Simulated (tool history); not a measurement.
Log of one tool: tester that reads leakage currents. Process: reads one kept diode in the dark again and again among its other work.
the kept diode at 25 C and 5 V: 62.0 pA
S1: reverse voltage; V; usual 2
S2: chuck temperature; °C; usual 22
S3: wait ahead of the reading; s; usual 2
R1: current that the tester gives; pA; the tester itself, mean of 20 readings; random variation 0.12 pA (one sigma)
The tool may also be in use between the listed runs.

run   hour     S1  S2    S3      R1
  1      0      2  22     2   31.28
  2   13.1      2  22     2   31.17
  3   38.6      2  22     2   31.27
  4   60.7      2  22     2   31.14
  5   75.6  13.81  22     2   68.82
  6  102.1  13.81  22     2    68.9
  7  123.3  13.81  22     2   68.65
  8    151   7.75  22     2   53.79
  9  176.7      2  22     2   30.92
 10  207.8  16.61  22     2   75.34
       238  -- chuck's temperature calibrated
 11  241.2  16.61  22     2   88.41
 12  265.2   4.28  54  7.91  462.54
 13  297.3      2  22  1.68   37.24
 14  326.4    4.5  39   0.5  175.21
 15  339.7    4.5  39   0.5  174.78

Run 16 comes next. What will it give?
 16  365.5   2  55  9.75   ?

Run 16 gave R1 374.29 pA.
Without the tool's hidden state the same run would have given R1 374.75 pA.
